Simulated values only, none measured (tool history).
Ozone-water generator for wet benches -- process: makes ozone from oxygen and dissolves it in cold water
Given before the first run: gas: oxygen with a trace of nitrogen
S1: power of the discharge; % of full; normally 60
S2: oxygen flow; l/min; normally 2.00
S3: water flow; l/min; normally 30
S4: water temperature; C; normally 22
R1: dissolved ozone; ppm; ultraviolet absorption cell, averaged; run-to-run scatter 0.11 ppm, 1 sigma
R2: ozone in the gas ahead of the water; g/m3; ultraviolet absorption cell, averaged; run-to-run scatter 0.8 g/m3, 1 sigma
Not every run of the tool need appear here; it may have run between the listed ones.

| run | hour | S1 | S2 | S3 | S4 | R1 | R2 |
|---|---|---|---|---|---|---|---|
| 1 | 0.0 | 60 | 2.00 | 30 | 22 | 5.4 | 116.8 |
| 2 | 78.8 | 60 | 2.00 | 30 | 28 | 5.0 | 118.3 |
| 3 | 226.9 | 60 | 2.30 | 30 | 28 | 5.1 | 109.4 |
| 4 | 289.3 | 60 | 2.00 | 30 | 22 | 5.3 | 118.0 |
| 5 | 406.4 | 60 | 2.00 | 30 | 22 | 5.2 | 117.9 |
| 6 | 527.8 | 60 | 2.00 | 30 | 22 | 5.4 | 118.5 |
| 7 | 591.0 | 60 | 2.00 | 30 | 22 | 5.4 | 118.0 |
| 8 | 714.2 | 60 | 2.00 | 30 | 22 | 5.3 | 117.2 |
| 9 | 796.1 | 60 | 2.00 | 30 | 22 | 5.3 | 116.5 |
| 10 | 939.2 | 60 | 2.00 | 24 | 22 | 6.8 | 116.9 |
| 11 | 1044.4 | 60 | 2.00 | 24 | 22 | 6.7 | 117.8 |
| 12 | 1143.6 | 60 | 2.00 | 24 | 22 | 6.6 | 118.7 |
| 13 | 1288.1 | 60 | 2.00 | 24 | 22 | 6.7 | 118.0 |
| 14 | 1350.0 | 60 | 2.00 | 24 | 22 | 6.7 | 116.3 |
| 15 | 1452.6 | 65 | 2.00 | 30 | 22 | 5.5 | 123.2 |
| 16 | 1530.6 | 65 | 2.00 | 30 | 22 | 5.7 | 123.7 |
| 17 | 1598.0 | 56 | 1.23 | 21 | 14 | 6.3 | 140.3 |
| 18 | 1686.4 | 60 | 2.00 | 23 | 19 | 6.9 | 116.2 |
|  | 1806.0 | water thermometer calibrated |
| 19 | 1836.6 | 60 | 2.00 | 23 | 19 | 7.0 | 116.8 |
| 20 | 1959.7 | 73 | 1.35 | 20 | 24 | 8.1 | 161.8 |
| 21 | 2023.0 | 43 | 3.32 | 20 | 24 | 6.6 | 69.4 |
| 22 | 2175.4 | 43 | 2.00 | 36 | 23 | 3.2 | 90.9 |
| 23 | 2288.6 | 99 | 2.00 | 39 | 23 | 5.7 | 164.8 |
| 24 | 2394.0 | 50 | 2.76 | 45 | 19 | 3.2 | 86.5 |
| 25 | 2467.5 | 57 | 2.11 | 38 | 17 | 3.9 | 108.0 |
| 26 | 2570.0 | 60 | 2.86 | 30 | 16 | 5.9 | 96.6 |
| 27 | 2721.2 | 60 | 2.86 | 25 | 16 | 7.0 | 95.4 |
| 28 | 2870.3 | 60 | 2.86 | 25 | 16 | 7.1 | 96.6 |
| 29 | 2963.7 | 40 | 2.00 | 32 | 18 | 3.6 | 86.8 |
| 30 | 3100.3 | 62 | 1.79 | 20 | 18 | 7.8 | 124.2 |
| 31 | 3187.7 | 62 | 3.48 | 23 | 18 | 7.9 | 88.7 |
| 32 | 3326.8 | 41 | 2.00 | 30 | 19 | 4.0 | 88.1 |

What if the next run were any one of these 5? Each begins from the tool's condition after run 32:
| A | 3443.6 | 41 | 1.89 | 30 | 19 | ? | ? |
| B | 3443.6 | 41 | 3.42 | 30 | 19 | ? | ? |
| C | 3443.6 | 41 | 1.91 | 30 | 19 | ? | ? |
| D | 3443.6 | 75 | 1.24 | 30 | 23 | ? | ? |
| E | 3443.6 | 62 | 2.00 | 22 | 19 | ? | ? |

| run | R1 | R2 |
|---|---|---|
| A | 3.9 | 89.3 |
| B | 4.6 | 66.3 |
| C | 3.9 | 88.7 |
| D | 5.1 | 170.2 |
| E | 7.2 | 116.0 |
Without the tool's unlogged condition, the same runs would have read:
| run | R1 | R2 |
|---|---|---|
| A | 4.2 | 95.4 |
| B | 5.0 | 70.8 |
| C | 4.2 | 94.7 |
| D | 5.8 | 191.2 |
| E | 8.1 | 128.4 |
